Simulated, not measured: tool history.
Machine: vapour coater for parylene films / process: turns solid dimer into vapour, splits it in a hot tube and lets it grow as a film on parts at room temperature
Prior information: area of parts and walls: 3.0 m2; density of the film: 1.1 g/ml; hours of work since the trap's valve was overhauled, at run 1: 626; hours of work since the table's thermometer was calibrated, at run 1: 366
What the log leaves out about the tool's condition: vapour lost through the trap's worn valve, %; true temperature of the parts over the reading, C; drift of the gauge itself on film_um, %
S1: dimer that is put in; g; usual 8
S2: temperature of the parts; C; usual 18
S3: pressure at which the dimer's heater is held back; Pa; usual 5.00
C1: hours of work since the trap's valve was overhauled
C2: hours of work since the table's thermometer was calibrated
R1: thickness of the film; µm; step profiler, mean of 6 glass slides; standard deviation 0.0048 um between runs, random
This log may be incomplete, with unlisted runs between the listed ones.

Run 1, day 0.000: usual settings; C1 626; C2 366. Result: R1 1.692 µm.
At day 1.462: trap's valve overhauled.
Run 2, day 2.583: usual settings; C1 22; C2 413. Result: R1 1.783 µm.
Run 3, day 4.650: usual settings but S3 6.11 Pa; C1 62; C2 453. Result: R1 1.695 µm.
Run 4, day 6.321: usual settings; C1 94; C2 486. Result: R1 1.771 µm.
Run 5, day 7.412: usual settings; C1 116; C2 507. Result: R1 1.774 µm.
Run 6, day 8.658: usual settings; C1 140; C2 531. Result: R1 1.776 µm.
Run 7, day 10.904: usual settings but S1 6 g, S2 25 C, S3 2.55 Pa; C1 184; C2 575. Result: R1 1.107 µm.
Run 8, day 12.346: usual settings but S1 10 g, S2 17 C, S3 5.97 Pa; C1 212; C2 603. Result: R1 2.223 µm.
Run 9, day 14.725: usual settings but S3 4.63 Pa; C1 258; C2 649. Result: R1 1.801 µm.
Run 10, day 15.962: usual settings but S2 13 C, S3 10.23 Pa; C1 282; C2 673. Result: R1 1.892 µm.
Run 11, day 18.267: usual settings but S1 3 g, S2 15 C, S3 2.85 Pa; C1 327; C2 718. Result: R1 0.864 µm.
Run 12, day 19.458: usual settings but S1 3 g, S2 15 C, S3 2.85 Pa; C1 350; C2 741. Result: R1 0.859 µm.

Hidden state at the last listed run before each entry between runs and at the first one after, where it differs:
Run 1 -> run 2: trap's valve overhauled (day 1.462)
  vapour lost through the trap's worn valve, %: 5.9 -> 0.6; true temperature of the parts over the reading, C: -0.1 -> -0.15
  what was measured, less what the result would be without the hidden state, R1: -0.096 -> +0.003 µm

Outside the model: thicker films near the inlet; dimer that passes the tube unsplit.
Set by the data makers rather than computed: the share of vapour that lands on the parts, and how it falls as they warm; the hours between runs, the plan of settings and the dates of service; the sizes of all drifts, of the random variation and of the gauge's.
